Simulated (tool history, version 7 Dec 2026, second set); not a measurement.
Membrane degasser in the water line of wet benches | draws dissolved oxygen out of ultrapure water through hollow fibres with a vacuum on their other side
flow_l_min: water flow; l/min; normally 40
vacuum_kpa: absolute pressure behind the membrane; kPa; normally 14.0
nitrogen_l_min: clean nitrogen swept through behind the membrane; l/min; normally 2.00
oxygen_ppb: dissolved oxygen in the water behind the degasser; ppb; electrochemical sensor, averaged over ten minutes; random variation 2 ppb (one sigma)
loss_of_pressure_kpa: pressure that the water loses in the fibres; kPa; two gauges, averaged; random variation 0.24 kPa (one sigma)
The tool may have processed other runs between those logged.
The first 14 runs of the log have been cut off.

| run | hour | flow_l_min | vacuum_kpa | nitrogen_l_min | oxygen_ppb | loss_of_pressure_kpa |
|---|---|---|---|---|---|---|
| 15 | 483.4 | 40 | 34.8 | 2.00 | 1282.8 | 63.46 |
| 16 | 517.3 | 40 | 34.8 | 3.32 | 871.1 | 63.80 |
| 17 | 538.8 | 40 | 34.8 | 3.32 | 874.1 | 64.21 |
| 18 | 571.0 | 40 | 34.8 | 3.32 | 871.9 | 63.77 |
| 19 | 600.0 | 40 | 34.8 | 3.32 | 870.5 | 63.95 |
|  | 604.4 | vacuum gauge calibrated, once more |
| 20 | 627.7 | 50 | 16.4 | 3.36 | 543.3 | 79.59 |
| 21 | 668.5 | 50 | 16.4 | 3.36 | 541.9 | 80.37 |
| 22 | 708.9 | 28 | 12.1 | 3.26 | 198.7 | 44.72 |
| 23 | 731.1 | 28 | 12.1 | 3.26 | 198.6 | 44.64 |
| 24 | 767.6 | 55 | 26.8 | 1.62 | 1524.9 | 87.96 |
| 25 | 817.0 | 55 | 26.8 | 1.62 | 1538.5 | 88.37 |
| 26 | 849.8 | 55 | 26.8 | 1.62 | 1541.8 | 88.18 |
| 27 | 886.9 | 40 | 14.0 | 0.88 | 932.4 | 63.66 |
| 28 | 927.4 | 40 | 14.0 | 0.88 | 935.1 | 64.10 |
| 29 | 960.4 | 40 | 14.0 | 0.88 | 934.9 | 63.90 |
| 30 | 982.4 | 28 | 21.2 | 0.88 | 1084.8 | 44.99 |
| 31 | 1025.4 | 54 | 25.0 | 1.16 | 1763.9 | 86.26 |

For run 32, what comes out?
| 32 | 1055.8 | 29 | 22.6 | 2.00 | ? | ? |

{"run 32": {"oxygen_ppb": 626.1, "loss_of_pressure_kpa": 46.55}}
If the tool had no hidden condition, the same run with the same run-to-run variation would have returned oxygen_ppb 622.9 ppb, loss_of_pressure_kpa 46.14 kPa.
